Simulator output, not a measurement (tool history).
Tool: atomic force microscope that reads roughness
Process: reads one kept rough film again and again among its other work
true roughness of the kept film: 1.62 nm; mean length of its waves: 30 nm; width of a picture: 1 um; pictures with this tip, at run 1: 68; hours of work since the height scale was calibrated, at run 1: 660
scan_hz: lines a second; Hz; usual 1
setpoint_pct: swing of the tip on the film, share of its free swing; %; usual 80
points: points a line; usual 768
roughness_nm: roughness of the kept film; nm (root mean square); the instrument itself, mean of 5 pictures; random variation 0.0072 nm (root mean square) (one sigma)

run   hour  scan_hz  setpoint_pct  points  pictures with this tip  hours of work since the height scale was calibrated  roughness_nm
  1      0        1            80     768                      68                                                  660         1.482
  2   48.8        1            80     768                     136                                                  680         1.475
     116.7  -- new tip fitted
  3    119        1            80     768                       3                                                  709         1.495
  4  170.2        1            65     768                      74                                                  731          1.53
  5  228.7        1            80     768                     156                                                  755         1.478
  6  279.8        1            80     768                     227                                                  776         1.478
     283.9  -- new tip fitted
  7  320.1     3.27            62     372                      50                                                  793         1.465
  8  383.4     3.27            62     372                     138                                                  819         1.464
  9  446.7     3.27            62     372                     226                                                  846         1.465
     452.8  -- new tip fitted
 10  495.5     1.71            71     472                      60                                                  866         1.484
 11  529.6     3.19            56     472                     107                                                  880          1.49

Forecast each of these 3 alternatives for the next run:
  A  591.8     2.03            57     768                     193                                                  906             ?
  B  591.8     3.19            78     872                     193                                                  906             ?
  C  591.8        1            80     911                     193                                                  906             ?

run  roughness_nm
  A         1.513
  B          1.36
  C          1.49
Without the tool's hidden state the same runs would have given:
run  roughness_nm
  A         1.518
  B         1.365
  C         1.495

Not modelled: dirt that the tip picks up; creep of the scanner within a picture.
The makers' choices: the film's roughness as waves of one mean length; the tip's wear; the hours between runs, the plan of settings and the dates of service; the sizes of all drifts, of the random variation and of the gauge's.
